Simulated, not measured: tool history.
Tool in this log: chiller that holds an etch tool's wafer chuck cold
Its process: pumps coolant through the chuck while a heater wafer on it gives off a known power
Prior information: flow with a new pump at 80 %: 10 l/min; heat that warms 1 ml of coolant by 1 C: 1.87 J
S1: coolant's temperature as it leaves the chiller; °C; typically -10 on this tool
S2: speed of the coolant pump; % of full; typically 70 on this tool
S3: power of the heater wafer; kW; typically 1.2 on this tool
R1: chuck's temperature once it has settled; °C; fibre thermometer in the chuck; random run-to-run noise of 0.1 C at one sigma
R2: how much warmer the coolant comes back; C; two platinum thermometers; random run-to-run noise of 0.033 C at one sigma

{"run": 1, "hour": 0.0, "S1": -10, "S2": 70, "S3": 1.2, "R1": 0.1, "R2": 4.81}
{"run": 2, "hour": 57.8, "S1": -10, "S2": 94, "S3": 1.2, "R1": -2.1, "R2": 3.65}
{"run": 3, "hour": 142.7, "S1": -10, "S2": 94, "S3": 1.2, "R1": -2.3, "R2": 3.68}
{"run": 4, "hour": 193.4, "S1": -10, "S2": 94, "S3": 1.2, "R1": -2, "R2": 3.66}
{"run": 5, "hour": 257.3, "S1": -10, "S2": 94, "S3": 1.2, "R1": -2.1, "R2": 3.65}
{"run": 6, "hour": 333.5, "S1": -10, "S2": 94, "S3": 1.2, "R1": -2, "R2": 3.7}
{"run": 7, "hour": 406.1, "S1": -10, "S2": 70, "S3": 1.2, "R1": 0.1, "R2": 4.85}
{"run": 8, "hour": 488.3, "S1": -10, "S2": 70, "S3": 1.2, "R1": 0.1, "R2": 4.89}
{"run": 9, "hour": 567.2, "S1": -10, "S2": 70, "S3": 1.2, "R1": 0.2, "R2": 4.87}
{"hour": 577.4, "done": "chiller's thermometer calibrated"}
{"run": 10, "hour": 647.3, "S1": -10, "S2": 85, "S3": 1.2, "R1": -1.9, "R2": 4.11}
{"run": 11, "hour": 713.7, "S1": -10, "S2": 85, "S3": 1.2, "R1": -1.8, "R2": 4.09}
{"run": 12, "hour": 811.1, "S1": -10, "S2": 70, "S3": 1.2, "R1": -0.4, "R2": 4.98}
{"run": 13, "hour": 922.0, "S1": -10, "S2": 70, "S3": 1.2, "R1": -0.3, "R2": 4.96}
{"run": 14, "hour": 1035.2, "S1": -12, "S2": 70, "S3": 1.2, "R1": -2.5, "R2": 4.92}
{"run": 15, "hour": 1133.3, "S1": -10, "S2": 70, "S3": 1.2, "R1": -0.4, "R2": 4.98}
{"hour": 1159.1, "done": "chiller's thermometer calibrated, once more"}
{"run": 16, "hour": 1238.2, "S1": -10, "S2": 70, "S3": 1.2, "R1": 1.3, "R2": 5.01}
{"run": 17, "hour": 1333.0, "S1": -13, "S2": 78, "S3": 0.616, "R1": -7.7, "R2": 2.28}
{"run": 18, "hour": 1443.3, "S1": -19, "S2": 63, "S3": 1.184, "R1": -6.9, "R2": 5.51}
{"run": 19, "hour": 1549.3, "S1": -10, "S2": 94, "S3": 0.668, "R1": -4.7, "R2": 2.18}
{"run": 20, "hour": 1613.1, "S1": -16, "S2": 100, "S3": 0.715, "R1": -10.7, "R2": 2.15}
{"run": 21, "hour": 1706.0, "S1": -16, "S2": 100, "S3": 0.715, "R1": -10.9, "R2": 2.1}
{"run": 22, "hour": 1808.2, "S1": -7, "S2": 76, "S3": 1.746, "R1": 8.7, "R2": 6.81}
{"run": 23, "hour": 1909.9, "S1": -7, "S2": 76, "S3": 1.746, "R1": 8.9, "R2": 6.86}
{"run": 24, "hour": 1979.7, "S1": -18, "S2": 61, "S3": 1.746, "R1": 0.4, "R2": 8.47}
{"run": 25, "hour": 2069.1, "S1": -10, "S2": 99, "S3": 1.041, "R1": -2.3, "R2": 3.18}
{"run": 26, "hour": 2144.9, "S1": -10, "S2": 95, "S3": 1.351, "R1": 0.4, "R2": 4.27}

Estimate the outcome of run 27 from the log above:
{"run": 27, "hour": 2257.2, "S1": -17, "S2": 79, "S3": 1.464, "R1": "?", "R2": "?"}

R1: -4.1 °C
R2: 5.57 C
The same run, on a tool lacking any hidden state, would have yielded R1 -6.1 °C, R2 4.73 C.
